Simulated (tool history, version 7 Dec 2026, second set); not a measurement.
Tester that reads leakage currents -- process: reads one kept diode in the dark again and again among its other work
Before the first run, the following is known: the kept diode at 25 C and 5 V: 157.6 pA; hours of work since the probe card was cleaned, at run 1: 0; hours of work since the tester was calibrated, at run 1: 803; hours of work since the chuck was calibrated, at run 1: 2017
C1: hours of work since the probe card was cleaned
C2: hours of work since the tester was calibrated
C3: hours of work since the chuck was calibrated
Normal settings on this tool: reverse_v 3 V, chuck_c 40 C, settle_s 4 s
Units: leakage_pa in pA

{"run": 1, "hour": 0.0, "reverse_v": 3, "chuck_c": 40, "settle_s": 4, "C1": 0, "C2": 803, "C3": 2017, "leakage_pa": 395.54}
{"run": 2, "hour": 97.7, "reverse_v": 1.87, "chuck_c": 40, "settle_s": 4, "C1": 41, "C2": 844, "C3": 2058, "leakage_pa": 303.92}
{"hour": 176.8, "done": "chuck's temperature calibrated"}
{"run": 3, "hour": 201.8, "reverse_v": 1.87, "chuck_c": 40, "settle_s": 4.39, "C1": 84, "C2": 886, "C3": 10, "leakage_pa": 303.19}
{"run": 4, "hour": 373.5, "reverse_v": 1.87, "chuck_c": 40, "settle_s": 4.39, "C1": 156, "C2": 958, "C3": 82, "leakage_pa": 303.63}
{"run": 5, "hour": 541.5, "reverse_v": 7.63, "chuck_c": 40, "settle_s": 4.39, "C1": 226, "C2": 1029, "C3": 153, "leakage_pa": 675.74}
{"run": 6, "hour": 651.1, "reverse_v": 7.63, "chuck_c": 40, "settle_s": 0.46, "C1": 272, "C2": 1075, "C3": 199, "leakage_pa": 675.07}
{"run": 7, "hour": 748.0, "reverse_v": 7.63, "chuck_c": 40, "settle_s": 1.19, "C1": 313, "C2": 1115, "C3": 239, "leakage_pa": 673.86}
{"run": 8, "hour": 925.1, "reverse_v": 7.63, "chuck_c": 40, "settle_s": 1.19, "C1": 387, "C2": 1189, "C3": 313, "leakage_pa": 674}
{"run": 9, "hour": 1044.2, "reverse_v": 7.63, "chuck_c": 40, "settle_s": 4.4, "C1": 437, "C2": 1239, "C3": 363, "leakage_pa": 673.34}
{"run": 10, "hour": 1223.2, "reverse_v": 7.63, "chuck_c": 40, "settle_s": 4.4, "C1": 512, "C2": 1314, "C3": 438, "leakage_pa": 671.86}
{"run": 11, "hour": 1383.9, "reverse_v": 7.63, "chuck_c": 40, "settle_s": 4.4, "C1": 579, "C2": 1382, "C3": 506, "leakage_pa": 673.98}
{"run": 12, "hour": 1498.2, "reverse_v": 3, "chuck_c": 38, "settle_s": 4, "C1": 627, "C2": 1429, "C3": 554, "leakage_pa": 340.11}
{"run": 13, "hour": 1644.6, "reverse_v": 3, "chuck_c": 38, "settle_s": 4, "C1": 688, "C2": 1491, "C3": 615, "leakage_pa": 337.6}
{"run": 14, "hour": 1747.0, "reverse_v": 3, "chuck_c": 38, "settle_s": 4, "C1": 731, "C2": 1534, "C3": 658, "leakage_pa": 338.78}
{"run": 15, "hour": 1894.5, "reverse_v": 3, "chuck_c": 38, "settle_s": 4, "C1": 793, "C2": 1595, "C3": 720, "leakage_pa": 340.66}
{"run": 16, "hour": 2013.3, "reverse_v": 3, "chuck_c": 40, "settle_s": 4, "C1": 843, "C2": 1645, "C3": 769, "leakage_pa": 397.01}
{"run": 17, "hour": 2178.7, "reverse_v": 3, "chuck_c": 40, "settle_s": 4, "C1": 912, "C2": 1714, "C3": 839, "leakage_pa": 397.71}
{"run": 18, "hour": 2328.4, "reverse_v": 3, "chuck_c": 40, "settle_s": 1.68, "C1": 975, "C2": 1777, "C3": 901, "leakage_pa": 395.3}
{"run": 19, "hour": 2465.3, "reverse_v": 3, "chuck_c": 40, "settle_s": 1.68, "C1": 1032, "C2": 1835, "C3": 959, "leakage_pa": 395.75}
{"run": 20, "hour": 2557.8, "reverse_v": 3, "chuck_c": 40, "settle_s": 1.68, "C1": 1071, "C2": 1873, "C3": 997, "leakage_pa": 395.34}
{"run": 21, "hour": 2634.3, "reverse_v": 3, "chuck_c": 56, "settle_s": 0.72, "C1": 1103, "C2": 1905, "C3": 1029, "leakage_pa": 1280.04}
{"run": 22, "hour": 2719.4, "reverse_v": 7.63, "chuck_c": 34, "settle_s": 0.36, "C1": 1138, "C2": 1941, "C3": 1065, "leakage_pa": 425.87}
{"run": 23, "hour": 2813.0, "reverse_v": 7.63, "chuck_c": 34, "settle_s": 0.36, "C1": 1178, "C2": 1980, "C3": 1104, "leakage_pa": 425.27}
{"run": 24, "hour": 2988.3, "reverse_v": 1.52, "chuck_c": 25, "settle_s": 1.27, "C1": 1251, "C2": 2054, "C3": 1178, "leakage_pa": 80.35}
{"run": 25, "hour": 3075.5, "reverse_v": 1.52, "chuck_c": 40, "settle_s": 4, "C1": 1288, "C2": 2090, "C3": 1214, "leakage_pa": 270.17}
{"run": 26, "hour": 3194.2, "reverse_v": 17.23, "chuck_c": 40, "settle_s": 0.73, "C1": 1337, "C2": 2140, "C3": 1264, "leakage_pa": 1074.45}
{"run": 27, "hour": 3363.6, "reverse_v": 3, "chuck_c": 20, "settle_s": 4, "C1": 1408, "C2": 2211, "C3": 1335, "leakage_pa": 76.72}
{"run": 28, "hour": 3471.5, "reverse_v": 2.74, "chuck_c": 40, "settle_s": 4, "C1": 1453, "C2": 2256, "C3": 1380, "leakage_pa": 376.22}
{"run": 29, "hour": 3594.3, "reverse_v": 6.16, "chuck_c": 50, "settle_s": 4, "C1": 1505, "C2": 2308, "C3": 1432, "leakage_pa": 1262.47}
{"run": 30, "hour": 3714.6, "reverse_v": 6.16, "chuck_c": 50, "settle_s": 4, "C1": 1555, "C2": 2358, "C3": 1482, "leakage_pa": 1263.12}
{"run": 31, "hour": 3835.9, "reverse_v": 18.91, "chuck_c": 40, "settle_s": 0.39, "C1": 1606, "C2": 2409, "C3": 1533, "leakage_pa": 1142.84}
{"run": 32, "hour": 3910.8, "reverse_v": 18.91, "chuck_c": 40, "settle_s": 0.39, "C1": 1637, "C2": 2440, "C3": 1564, "leakage_pa": 1141.55}
{"run": 33, "hour": 4029.6, "reverse_v": 18.91, "chuck_c": 26, "settle_s": 4.12, "C1": 1687, "C2": 2490, "C3": 1614, "leakage_pa": 367.58}
{"run": 34, "hour": 4112.3, "reverse_v": 8.9, "chuck_c": 33, "settle_s": 1.68, "C1": 1722, "C2": 2525, "C3": 1649, "leakage_pa": 425.93}
{"run": 35, "hour": 4280.8, "reverse_v": 8.9, "chuck_c": 33, "settle_s": 1.68, "C1": 1793, "C2": 2595, "C3": 1719, "leakage_pa": 424.85}
{"run": 36, "hour": 4422.7, "reverse_v": 8.9, "chuck_c": 33, "settle_s": 1.68, "C1": 1852, "C2": 2655, "C3": 1779, "leakage_pa": 426.24}
{"run": 37, "hour": 4511.6, "reverse_v": 4.52, "chuck_c": 33, "settle_s": 1.68, "C1": 1889, "C2": 2692, "C3": 1816, "leakage_pa": 289.93}
{"run": 38, "hour": 4635.8, "reverse_v": 3.48, "chuck_c": 22, "settle_s": 0.93, "C1": 1941, "C2": 2744, "C3": 1868, "leakage_pa": 99.97}
{"run": 39, "hour": 4794.7, "reverse_v": 1.66, "chuck_c": 22, "settle_s": 1.06, "C1": 2008, "C2": 2810, "C3": 1935, "leakage_pa": 65.65}
{"run": 40, "hour": 4883.4, "reverse_v": 12.13, "chuck_c": 43, "settle_s": 1.33, "C1": 2045, "C2": 2848, "C3": 1972, "leakage_pa": 1106.85}

How would selected steps in leakage_pa from run to run divide? Give the signed amount a tool lacking its hidden state would still show from settings, what came in and random variation, and the signed amount left for the hidden state, including any gauge scatter that is not in both of the compared results.
What the log doesn't record here: stray current of the dirty probe card, pA a volt; current scale over the true one, %; true chuck temperature over the reading, C; drift of the gauge itself on leakage_pa, %.
Run 25 -> 26: reverse_v 1.52 -> 17.23, settle_s 4 -> 0.73. leakage_pa +804.28 pA: hidden state +0.71, all else +803.57.
Run 26 -> 27: reverse_v 17.23 -> 3, chuck_c 40 -> 20, settle_s 0.73 -> 4. leakage_pa -997.73 pA: hidden state -0.82, all else -996.91.
Run 28 -> 29: reverse_v 2.74 -> 6.16, chuck_c 40 -> 50. leakage_pa +886.25 pA: hidden state +0.69, all else +885.56.
Run 39 -> 40: reverse_v 1.66 -> 12.13, chuck_c 22 -> 43, settle_s 1.06 -> 1.33. leakage_pa +1041.2 pA: hidden state +1.23, all else +1039.97.
